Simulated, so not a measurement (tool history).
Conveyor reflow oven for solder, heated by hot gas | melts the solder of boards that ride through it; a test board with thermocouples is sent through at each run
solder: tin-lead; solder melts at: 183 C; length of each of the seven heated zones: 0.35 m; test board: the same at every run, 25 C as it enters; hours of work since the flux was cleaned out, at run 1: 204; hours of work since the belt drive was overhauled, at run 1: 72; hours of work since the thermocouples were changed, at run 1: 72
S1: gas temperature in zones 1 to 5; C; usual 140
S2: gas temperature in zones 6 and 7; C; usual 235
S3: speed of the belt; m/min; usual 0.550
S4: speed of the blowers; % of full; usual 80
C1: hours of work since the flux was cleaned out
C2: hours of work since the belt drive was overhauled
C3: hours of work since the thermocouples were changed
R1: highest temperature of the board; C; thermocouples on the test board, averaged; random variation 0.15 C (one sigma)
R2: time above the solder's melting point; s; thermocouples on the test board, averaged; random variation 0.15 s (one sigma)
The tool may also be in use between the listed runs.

| run | hour | S1 | S2 | S3 | S4 | C1 | C2 | C3 | R1 | R2 |
|---|---|---|---|---|---|---|---|---|---|---|
| 1 | 0.0 | 140 | 235 | 0.550 | 80 | 204 | 72 | 72 | 218.4 | 58.5 |
|  | 26.9 | flux residue cleaned out of gas plates and filters |
| 2 | 88.6 | 140 | 235 | 0.550 | 80 | 26 | 108 | 108 | 220.1 | 60.3 |
| 3 | 168.8 | 140 | 235 | 0.550 | 80 | 61 | 142 | 142 | 220.0 | 60.1 |
| 4 | 245.6 | 140 | 235 | 0.550 | 80 | 93 | 175 | 175 | 219.7 | 59.9 |
| 5 | 325.1 | 140 | 235 | 0.550 | 80 | 127 | 209 | 209 | 219.2 | 59.4 |
| 6 | 376.6 | 140 | 235 | 0.550 | 57 | 149 | 231 | 231 | 212.2 | 52.6 |
| 7 | 418.4 | 140 | 235 | 0.550 | 80 | 167 | 249 | 249 | 219.1 | 59.3 |
| 8 | 478.6 | 140 | 235 | 0.550 | 80 | 193 | 274 | 274 | 218.7 | 59.2 |
|  | 532.8 | flux residue cleaned out of gas plates and filters |
| 9 | 549.4 | 140 | 235 | 0.550 | 81 | 7 | 303 | 303 | 221.1 | 61.6 |
| 10 | 617.7 | 140 | 235 | 0.550 | 81 | 36 | 332 | 332 | 221.0 | 61.4 |
| 11 | 696.4 | 140 | 235 | 0.550 | 64 | 70 | 365 | 365 | 215.9 | 56.8 |
| 12 | 761.1 | 140 | 235 | 0.550 | 60 | 98 | 393 | 393 | 214.1 | 54.9 |
| 13 | 797.1 | 140 | 242 | 0.550 | 60 | 113 | 408 | 408 | 220.1 | 59.5 |
| 14 | 850.2 | 140 | 242 | 0.550 | 60 | 136 | 431 | 431 | 219.6 | 59.3 |
| 15 | 890.3 | 140 | 242 | 0.550 | 60 | 153 | 448 | 448 | 219.3 | 59.0 |
| 16 | 948.0 | 140 | 242 | 0.550 | 60 | 178 | 473 | 473 | 219.4 | 58.8 |
|  | 1034.9 | flux residue cleaned out of gas plates and filters |
| 17 | 1037.2 | 140 | 242 | 0.550 | 60 | 1 | 509 | 509 | 221.4 | 61.2 |
| 18 | 1083.9 | 140 | 242 | 0.550 | 60 | 21 | 529 | 529 | 221.3 | 60.8 |
| 19 | 1168.1 | 140 | 242 | 0.550 | 60 | 57 | 565 | 565 | 221.2 | 60.8 |
| 20 | 1247.6 | 150 | 246 | 0.550 | 59 | 91 | 599 | 599 | 225.5 | 68.2 |
| 21 | 1304.1 | 140 | 244 | 0.550 | 76 | 115 | 623 | 623 | 227.6 | 65.6 |
| 22 | 1341.2 | 150 | 235 | 0.550 | 80 | 131 | 639 | 639 | 222.2 | 66.4 |
|  | 1378.6 | thermocouples of zones 6 and 7 changed |
| 23 | 1404.3 | 134 | 248 | 0.550 | 58 | 157 | 665 | 11 | 221.3 | 58.5 |
| 24 | 1468.3 | 134 | 248 | 0.550 | 78 | 184 | 692 | 38 | 228.0 | 64.0 |
| 25 | 1511.4 | 131 | 229 | 0.499 | 80 | 203 | 711 | 57 | 214.4 | 60.1 |
|  | 1544.4 | flux residue cleaned out of gas plates and filters |
| 26 | 1596.6 | 130 | 229 | 0.601 | 72 | 22 | 745 | 91 | 208.5 | 42.9 |

Forecast run 27:
| 27 | 1641.9 | 140 | 235 | 0.551 | 80 | 42 | 765 | 110 | ? | ? |

Run 27 gave R1 219.8 C, R2 61.2 s.
Without the tool's hidden state the same run would have given R1 220.0 C, R2 59.8 s.
